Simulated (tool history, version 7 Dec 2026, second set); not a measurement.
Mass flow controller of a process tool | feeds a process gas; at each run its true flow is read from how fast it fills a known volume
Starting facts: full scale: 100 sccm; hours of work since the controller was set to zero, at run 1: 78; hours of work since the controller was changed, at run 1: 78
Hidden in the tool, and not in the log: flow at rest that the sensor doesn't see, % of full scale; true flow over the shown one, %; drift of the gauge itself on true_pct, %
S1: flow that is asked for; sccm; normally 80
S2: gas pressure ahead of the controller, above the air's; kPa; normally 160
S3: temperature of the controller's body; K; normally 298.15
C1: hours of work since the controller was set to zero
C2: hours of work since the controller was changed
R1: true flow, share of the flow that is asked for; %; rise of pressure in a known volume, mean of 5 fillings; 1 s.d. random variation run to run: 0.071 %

| run | day | S1 | S2 | S3 | C1 | C2 | R1 |
|---|---|---|---|---|---|---|---|
| 1 | 0 | 80 | 160 | 298.15 | 78 | 78 | 99.81 |
| 2 | 5.725 | 80 | 160 | 298.15 | 126 | 126 | 99.68 |
| 3 | 10.871 | 80 | 174 | 298.15 | 170 | 170 | 99.9 |
| 4 | 15.4 | 80 | 211 | 298.15 | 208 | 208 | 100.1 |
| 5 | 24.783 | 80 | 211 | 298.15 | 287 | 287 | 100.17 |
| 6 | 30.838 | 80 | 160 | 298.15 | 338 | 338 | 99.86 |
| 7 | 39.612 | 95 | 160 | 298.15 | 412 | 412 | 99.86 |
| 8 | 46.712 | 95 | 160 | 298.15 | 472 | 472 | 99.85 |
| 9 | 54.342 | 88 | 160 | 298.15 | 537 | 537 | 99.85 |
| 10 | 58.6 | 88 | 160 | 298.15 | 573 | 573 | 99.87 |
| 11 | 65.121 | 11 | 160 | 298.15 | 628 | 628 | 100.32 |
| 12 | 74.062 | 80 | 160 | 309.15 | 703 | 703 | 100.56 |
| 13 | 83.588 | 80 | 160 | 298.15 | 784 | 784 | 99.8 |
| 14 | 90.558 | 80 | 160 | 298.15 | 843 | 843 | 99.87 |
| 15 | 98.367 | 80 | 183 | 298.15 | 909 | 909 | 100.04 |
| 16 | 102.762 | 80 | 183 | 298.15 | 946 | 946 | 99.97 |
| 17 | 107.158 | 80 | 160 | 304.15 | 983 | 983 | 100.34 |
| 18 | 114.642 | 80 | 160 | 298.15 | 1046 | 1046 | 99.77 |
| 19 | 123.817 | 80 | 160 | 298.15 | 1123 | 1123 | 99.74 |
| 20 | 130.646 | 80 | 160 | 298.15 | 1181 | 1181 | 99.92 |
| 21 | 135.404 | 80 | 160 | 298.15 | 1221 | 1221 | 99.82 |
| 22 | 141.621 | 80 | 160 | 298.15 | 1274 | 1274 | 99.95 |
| 23 | 150.304 | 80 | 160 | 298.15 | 1347 | 1347 | 99.69 |
| 24 | 154.596 | 80 | 160 | 298.15 | 1383 | 1383 | 99.88 |
| 25 | 164.225 | 80 | 160 | 298.15 | 1465 | 1465 | 99.76 |
| 26 | 171.571 | 80 | 160 | 298.15 | 1527 | 1527 | 99.8 |
| 27 | 180.183 | 99 | 224 | 302.15 | 1599 | 1599 | 100.48 |
| 28 | 184.688 | 99 | 224 | 302.15 | 1637 | 1637 | 100.42 |
| 29 | 192.062 | 46 | 150 | 295.15 | 1700 | 1700 | 99.78 |
| 30 | 199.588 | 17 | 265 | 310.15 | 1763 | 1763 | 102.23 |
| 31 | 204.158 | 24 | 183 | 306.15 | 1802 | 1802 | 100.96 |
| 32 | 211.204 | 24 | 183 | 306.15 | 1861 | 1861 | 101.01 |
| 33 | 216.258 | 80 | 160 | 299.15 | 1904 | 1904 | 99.82 |
| 34 | 222.954 | 10 | 160 | 300.15 | 1961 | 1961 | 102.3 |
| 35 | 230.029 | 17 | 194 | 298.15 | 2020 | 2020 | 101.26 |
| 36 | 238.721 | 17 | 194 | 298.15 | 2094 | 2094 | 101.26 |
| 37 | 244.617 | 17 | 194 | 298.15 | 2144 | 2144 | 101.41 |
| 38 | 248.896 | 17 | 194 | 298.15 | 2180 | 2180 | 101.38 |
| 39 | 257.6 | 92 | 194 | 298.15 | 2253 | 2253 | 100.04 |
| 40 | 262.771 | 92 | 194 | 298.15 | 2297 | 2297 | 99.93 |
| 41 | 269.421 | 92 | 194 | 298.15 | 2353 | 2353 | 99.96 |
| 42 | 275.329 | 27 | 171 | 312.15 | 2403 | 2403 | 101.51 |
| 43 | 285.046 | 12 | 234 | 298.15 | 2485 | 2485 | 102.77 |
| 44 | 294.467 | 52 | 239 | 300.15 | 2565 | 2565 | 100.57 |
| 45 | 301.938 | 78 | 265 | 303.15 | 2628 | 2628 | 100.81 |
| 46 | 306.175 | 64 | 241 | 303.15 | 2663 | 2663 | 100.73 |
| 47 | 310.971 | 73 | 163 | 301.15 | 2704 | 2704 | 100.07 |

5 options for the next run, each taken on its own from the tool as it stands now. Forecast them:
| A | 315.225 | 70 | 160 | 300.15 | 2740 | 2740 | ? |
| B | 315.225 | 35 | 160 | 301.15 | 2740 | 2740 | ? |
| C | 315.225 | 50 | 160 | 298.15 | 2740 | 2740 | ? |
| D | 315.225 | 25 | 228 | 300.15 | 2740 | 2740 | ? |
| E | 315.225 | 73 | 163 | 296.15 | 2740 | 2740 | ? |

| run | R1 |
|---|---|
| A | 100.07 |
| B | 100.63 |
| C | 99.91 |
| D | 101.25 |
| E | 99.74 |
Without the tool's unlogged condition, the same runs would have read:
| run | R1 |
|---|---|
| A | 99.87 |
| B | 99.85 |
| C | 99.48 |
| D | 100 |
| E | 99.56 |

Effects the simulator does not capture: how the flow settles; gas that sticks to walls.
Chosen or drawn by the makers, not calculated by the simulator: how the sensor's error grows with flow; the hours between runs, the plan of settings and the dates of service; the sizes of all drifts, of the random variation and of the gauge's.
